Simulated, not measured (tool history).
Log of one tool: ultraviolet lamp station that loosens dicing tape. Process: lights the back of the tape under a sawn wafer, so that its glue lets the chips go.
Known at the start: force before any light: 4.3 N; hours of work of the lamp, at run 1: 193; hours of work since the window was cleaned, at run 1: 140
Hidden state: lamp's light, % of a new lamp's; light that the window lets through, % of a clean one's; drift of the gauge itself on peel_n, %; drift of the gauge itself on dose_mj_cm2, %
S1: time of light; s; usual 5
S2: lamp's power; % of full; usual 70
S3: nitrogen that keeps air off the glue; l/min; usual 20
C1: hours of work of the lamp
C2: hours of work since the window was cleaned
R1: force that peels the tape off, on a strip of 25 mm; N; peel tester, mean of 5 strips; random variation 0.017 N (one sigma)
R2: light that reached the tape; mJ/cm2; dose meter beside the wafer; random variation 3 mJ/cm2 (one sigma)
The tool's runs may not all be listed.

| run | hour | S1 | S2 | S3 | C1 | C2 | R1 | R2 |
|---|---|---|---|---|---|---|---|---|
| 1 | 0.0 | 5 | 70 | 20 | 193 | 140 | 0.774 | 438 |
| 2 | 5.2 | 5 | 70 | 20 | 195 | 142 | 0.818 | 436 |
| 3 | 12.5 | 5 | 70 | 20 | 199 | 146 | 0.835 | 442 |
| 4 | 20.1 | 5 | 70 | 20 | 202 | 149 | 0.822 | 435 |
| 5 | 31.3 | 5 | 70 | 20 | 207 | 154 | 0.819 | 438 |
| 6 | 42.2 | 5 | 70 | 20 | 212 | 159 | 0.828 | 433 |
| 7 | 51.8 | 5 | 70 | 7 | 216 | 163 | 1.392 | 435 |
| 8 | 59.5 | 5 | 70 | 7 | 220 | 167 | 1.358 | 437 |
| 9 | 71.3 | 5 | 70 | 7 | 225 | 172 | 1.327 | 432 |
| 10 | 82.2 | 5 | 70 | 20 | 230 | 177 | 0.782 | 438 |
| 11 | 87.3 | 5 | 70 | 20 | 233 | 180 | 0.789 | 437 |
| 12 | 94.5 | 5 | 70 | 20 | 236 | 183 | 0.793 | 433 |
| 13 | 104.2 | 5 | 71 | 20 | 240 | 187 | 0.779 | 443 |
| 14 | 111.5 | 5 | 71 | 20 | 244 | 190 | 0.780 | 438 |
| 15 | 119.7 | 5 | 71 | 20 | 247 | 194 | 0.778 | 444 |
| 16 | 128.9 | 5 | 71 | 20 | 251 | 198 | 0.771 | 438 |
| 17 | 137.7 | 5 | 71 | 20 | 255 | 202 | 0.811 | 439 |
| 18 | 149.7 | 5 | 71 | 20 | 261 | 208 | 0.758 | 442 |
| 19 | 155.7 | 5 | 70 | 20 | 264 | 211 | 0.782 | 434 |
|  | 160.8 | window cleaned of glue's vapour |
| 20 | 162.2 | 5 | 67 | 8 | 266 | 1 | 1.347 | 416 |
| 21 | 173.9 | 2 | 71 | 8 | 272 | 6 | 2.665 | 180 |
| 22 | 183.2 | 6 | 68 | 33 | 276 | 10 | 0.480 | 504 |
| 23 | 192.9 | 6 | 69 | 7 | 280 | 15 | 1.102 | 517 |
| 24 | 199.4 | 6 | 69 | 7 | 283 | 18 | 1.123 | 517 |
| 25 | 211.3 | 2 | 69 | 13 | 289 | 23 | 2.330 | 170 |
| 26 | 218.0 | 8 | 70 | 20 | 292 | 26 | 0.439 | 695 |
| 27 | 227.4 | 8 | 70 | 20 | 296 | 30 | 0.412 | 696 |
| 28 | 239.3 | 3 | 85 | 34 | 301 | 36 | 0.957 | 319 |
| 29 | 248.6 | 2 | 61 | 19 | 306 | 40 | 2.354 | 152 |
| 30 | 259.2 | 5 | 60 | 37 | 310 | 45 | 0.731 | 370 |
| 31 | 267.4 | 5 | 87 | 37 | 314 | 48 | 0.435 | 544 |
| 32 | 274.7 | 4 | 63 | 12 | 317 | 52 | 1.499 | 315 |
| 33 | 282.4 | 4 | 63 | 12 | 321 | 55 | 1.532 | 313 |
| 34 | 292.5 | 4 | 86 | 12 | 326 | 60 | 1.057 | 427 |
| 35 | 297.6 | 10 | 84 | 7 | 328 | 62 | 0.413 | 1043 |
| 36 | 305.6 | 3 | 75 | 20 | 332 | 66 | 1.337 | 282 |
| 37 | 310.6 | 3 | 75 | 20 | 334 | 68 | 1.366 | 279 |

3 ways to go on from here, each from the tool as it stands after run 37. What would each give?
| A | 320.5 | 3 | 70 | 30 | 338 | 73 | ? | ? |
| B | 320.5 | 5 | 75 | 20 | 338 | 73 | ? | ? |
| C | 320.5 | 4 | 73 | 7 | 338 | 73 | ? | ? |

| run | R1 | R2 |
|---|---|---|
| A | 1.186 | 262 |
| B | 0.722 | 467 |
| C | 1.668 | 365 |
Without the tool's hidden state the same runs would have given:
| run | R1 | R2 |
|---|---|---|
| A | 1.184 | 263 |
| B | 0.720 | 468 |
| C | 1.665 | 365 |
